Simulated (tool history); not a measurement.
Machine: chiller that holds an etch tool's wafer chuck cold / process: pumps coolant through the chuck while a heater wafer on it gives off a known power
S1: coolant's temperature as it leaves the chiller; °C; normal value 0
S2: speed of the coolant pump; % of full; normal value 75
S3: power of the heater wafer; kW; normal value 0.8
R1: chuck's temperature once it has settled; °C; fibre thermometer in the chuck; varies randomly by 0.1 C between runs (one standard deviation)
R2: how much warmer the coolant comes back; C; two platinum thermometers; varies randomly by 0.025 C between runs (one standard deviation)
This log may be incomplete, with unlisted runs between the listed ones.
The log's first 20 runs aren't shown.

run	hour	S1	S2	S3	R1	R2
21	1307.9	-6	77	0.876	6.2	3.75
22	1399.1	4	75	0.922	16.9	4.07
23	1490.5	-9	62	0.8	3.4	4.37
# hour 1498: chiller's thermometer calibrated
24	1587	-9	62	0.8	3.8	4.45
25	1635.1	-8	68	0.812	4.1	4.07
26	1690.8	-8	68	0.812	4.1	4.09
27	1778.6	-8	68	0.812	4.1	4.09
28	1864.3	-8	68	0.812	3.9	4.06
29	1946.1	-8	92	0.456	-2.3	1.62
30	2029	-3	88	0.982	9.7	3.69
31	2100.6	8	82	0.695	17.4	2.84
# hour 2158.3: coolant changed, channels flushed
32	2175.9	4	95	0.83	13.6	2.88

Branching from run 32: 4 alternative next runs. What would each branch give?
A	2264.2	3	71	0.8	?	?
B	2264.2	5	95	0.83	?	?
C	2264.2	1	88	0.83	?	?
D	2264.2	0	65	0.8	?	?

run	R1	R2
A	14.2	3.82
B	14.7	2.82
C	11.3	3.12
D	11.7	4.2
What these runs would have given with no unlogged condition in the tool:
run	R1	R2
A	13.7	3.64
B	14.3	2.68
C	10.8	2.97
D	11.1	4

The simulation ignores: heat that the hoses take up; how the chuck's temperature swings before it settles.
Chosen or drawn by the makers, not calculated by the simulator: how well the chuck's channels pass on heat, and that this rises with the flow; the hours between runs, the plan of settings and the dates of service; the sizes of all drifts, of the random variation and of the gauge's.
